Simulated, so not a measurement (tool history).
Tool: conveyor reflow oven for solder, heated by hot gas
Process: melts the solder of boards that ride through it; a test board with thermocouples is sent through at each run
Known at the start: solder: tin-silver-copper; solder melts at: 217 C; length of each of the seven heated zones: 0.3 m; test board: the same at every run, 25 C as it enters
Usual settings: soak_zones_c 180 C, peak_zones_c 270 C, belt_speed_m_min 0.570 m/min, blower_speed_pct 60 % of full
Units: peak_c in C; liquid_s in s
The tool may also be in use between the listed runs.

| run | day | soak_zones_c | peak_zones_c | belt_speed_m_min | blower_speed_pct | peak_c | liquid_s |
|---|---|---|---|---|---|---|---|
| 1 | 0.000 | 180 | 270 | 0.570 | 60 | 257.0 | 52.3 |
| 2 | 0.446 | 180 | 270 | 0.570 | 60 | 256.9 | 52.4 |
| 3 | 0.733 | 180 | 270 | 0.570 | 80 | 260.5 | 54.5 |
| 4 | 1.242 | 180 | 270 | 0.570 | 80 | 260.1 | 54.4 |
| 5 | 1.546 | 165 | 270 | 0.570 | 80 | 258.5 | 49.8 |
| 6 | 1.842 | 165 | 270 | 0.570 | 80 | 258.2 | 50.0 |
| 7 | 2.296 | 185 | 271 | 0.470 | 60 | 263.6 | 70.3 |
| 8 | 2.821 | 185 | 271 | 0.470 | 60 | 263.8 | 70.5 |
| 9 | 3.196 | 185 | 271 | 0.470 | 60 | 264.0 | 70.1 |
| 10 | 3.479 | 180 | 270 | 0.570 | 52 | 255.4 | 51.4 |
| 11 | 3.762 | 172 | 275 | 0.570 | 59 | 260.2 | 51.5 |
| 12 | 4.229 | 178 | 278 | 0.631 | 57 | 259.9 | 47.5 |

Forecast each of these 4 alternatives for the next run:
| A | 4.608 | 180 | 261 | 0.618 | 69 | ? | ? |
| B | 4.608 | 194 | 270 | 0.477 | 60 | ? | ? |
| C | 4.608 | 179 | 270 | 0.570 | 60 | ? | ? |
| D | 4.608 | 180 | 264 | 0.579 | 73 | ? | ? |

| run | peak_c | liquid_s |
|---|---|---|
| A | 248.3 | 43.6 |
| B | 263.5 | 72.6 |
| C | 257.3 | 52.1 |
| D | 253.6 | 49.8 |
Without the tool's hidden state the same runs would have given:
| run | peak_c | liquid_s |
|---|---|---|
| A | 248.1 | 43.4 |
| B | 262.9 | 71.9 |
| C | 257.0 | 51.7 |
| D | 253.3 | 49.5 |
